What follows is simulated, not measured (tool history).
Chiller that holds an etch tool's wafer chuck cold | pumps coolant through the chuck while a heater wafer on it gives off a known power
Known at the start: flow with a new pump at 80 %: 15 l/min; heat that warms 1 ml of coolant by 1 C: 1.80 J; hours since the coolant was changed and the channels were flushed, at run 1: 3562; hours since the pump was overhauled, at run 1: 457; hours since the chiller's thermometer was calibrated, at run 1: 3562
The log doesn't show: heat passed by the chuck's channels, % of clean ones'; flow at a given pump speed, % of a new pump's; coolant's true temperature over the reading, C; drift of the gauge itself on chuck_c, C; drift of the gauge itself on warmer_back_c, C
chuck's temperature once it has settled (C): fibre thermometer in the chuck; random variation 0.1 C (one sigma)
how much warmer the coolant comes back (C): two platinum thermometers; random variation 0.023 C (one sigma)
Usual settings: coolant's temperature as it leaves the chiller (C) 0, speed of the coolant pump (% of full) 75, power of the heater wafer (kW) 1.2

run   hour  coolant's temperature as it leaves the chiller (C)  speed of the coolant pump (% of full)  power of the heater wafer (kW)  hours since the coolant was changed and the channels were flushed  hours since the pump was overhauled  hours since the chiller's thermometer was calibrated  chuck's temperature once it has settled (C)  how much warmer the coolant comes back (C)
  1      0                                                   0                                     75                             1.2                                                               3562                                  457                                                  3562                                         10.3                                        2.87
  2   22.7                                                   0                                     75                             1.2                                                               3585                                  479                                                  3585                                         10.1                                        2.88
  3     51                                                   0                                     61                             1.2                                                               3613                                  508                                                  3613                                         11.7                                         3.6
      87.9  -- chiller's thermometer calibrated
  4  104.6                                                   0                                     61                             1.2                                                               3666                                  560                                                    17                                         11.5                                        3.65
  5  154.2                                                   0                                     61                             1.2                                                               3715                                  610                                                    66                                         11.7                                        3.55
  6  194.9                                                   2                                     82                             1.2                                                               3756                                  650                                                   107                                         11.5                                        2.59
  7  247.4                                                   2                                     82                           1.487                                                               3808                                  703                                                   159                                         13.9                                        3.18
  8  284.2                                                   2                                     82                           1.487                                                               3845                                  740                                                   196                                         13.8                                        3.19
  9  305.6                                                  -5                                     71                           1.609                                                               3866                                  761                                                   218                                          9.2                                        4.09
 10  353.3                                                  -1                                     83                             1.2                                                               3914                                  809                                                   265                                          8.4                                        2.59

Hidden state at the last listed run before each entry between runs and at the first one after, where it differs:
Between runs 3 and 4: chiller's thermometer calibrated (hour 87.9)
  coolant's true temperature over the reading, C: -0.01 -> 0
